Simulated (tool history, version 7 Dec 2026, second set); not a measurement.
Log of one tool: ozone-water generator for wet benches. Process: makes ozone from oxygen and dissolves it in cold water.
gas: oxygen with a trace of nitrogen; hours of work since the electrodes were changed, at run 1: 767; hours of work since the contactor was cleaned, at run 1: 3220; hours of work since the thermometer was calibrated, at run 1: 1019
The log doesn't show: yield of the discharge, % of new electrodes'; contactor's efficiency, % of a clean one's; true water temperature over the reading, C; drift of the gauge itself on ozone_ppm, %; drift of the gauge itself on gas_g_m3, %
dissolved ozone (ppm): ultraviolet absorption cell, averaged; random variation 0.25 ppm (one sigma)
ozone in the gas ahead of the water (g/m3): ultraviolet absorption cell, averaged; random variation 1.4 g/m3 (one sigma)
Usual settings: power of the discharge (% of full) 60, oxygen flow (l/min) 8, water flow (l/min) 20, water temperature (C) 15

run,hour,power of the discharge (% of full),oxygen flow (l/min),water flow (l/min),water temperature (C),hours of work since the electrodes were changed,hours of work since the contactor was cleaned,hours of work since the thermometer was calibrated,dissolved ozone (ppm),ozone in the gas ahead of the water (g/m3)
1,0,60,8,20,15,767,3220,1019,34.3,244.9
# hour 15.1: contactor cleaned
2,88.9,60,8,20,15,826,51,1078,36.8,243.6
3,155,60,8,20,15,872,98,1125,36.2,241.1
4,238.6,60,8,20,9,931,156,1183,40.1,238.6
5,295,60,8,32,9,970,195,1222,26.4,240.1
6,334,43,8,20,15,997,222,1249,30.1,201.8
7,380.5,43,8,20,15,1030,255,1282,30.4,200.8
8,423.7,60,5.24,20,21,1060,285,1312,32.6,293.1
9,471.2,60,5.24,20,21,1093,318,1345,32.9,292.3
10,509.5,60,5.24,20,21,1120,345,1372,32.4,294.1
11,575.1,60,8,19,15,1165,391,1418,37.5,237.6

4 ways to go on from here, each from the tool as it stands after run 11. What would each give?
A,663.9,60,8,19,12,1227,453,1480,?,?
B,663.9,60,4.35,19,17,1227,453,1480,?,?
C,663.9,60,11.78,15,8,1227,453,1480,?,?
D,663.9,80,5.13,19,15,1227,453,1480,?,?

run,dissolved ozone (ppm),ozone in the gas ahead of the water (g/m3)
A,39,238.5
B,35.4,319.7
C,47.7,197.2
D,42.6,343.1
Without the tool's hidden state the same runs would have given:
run,dissolved ozone (ppm),ozone in the gas ahead of the water (g/m3)
A,41.9,253.5
B,38.1,339.7
C,51.3,209.5
D,46.2,368.4

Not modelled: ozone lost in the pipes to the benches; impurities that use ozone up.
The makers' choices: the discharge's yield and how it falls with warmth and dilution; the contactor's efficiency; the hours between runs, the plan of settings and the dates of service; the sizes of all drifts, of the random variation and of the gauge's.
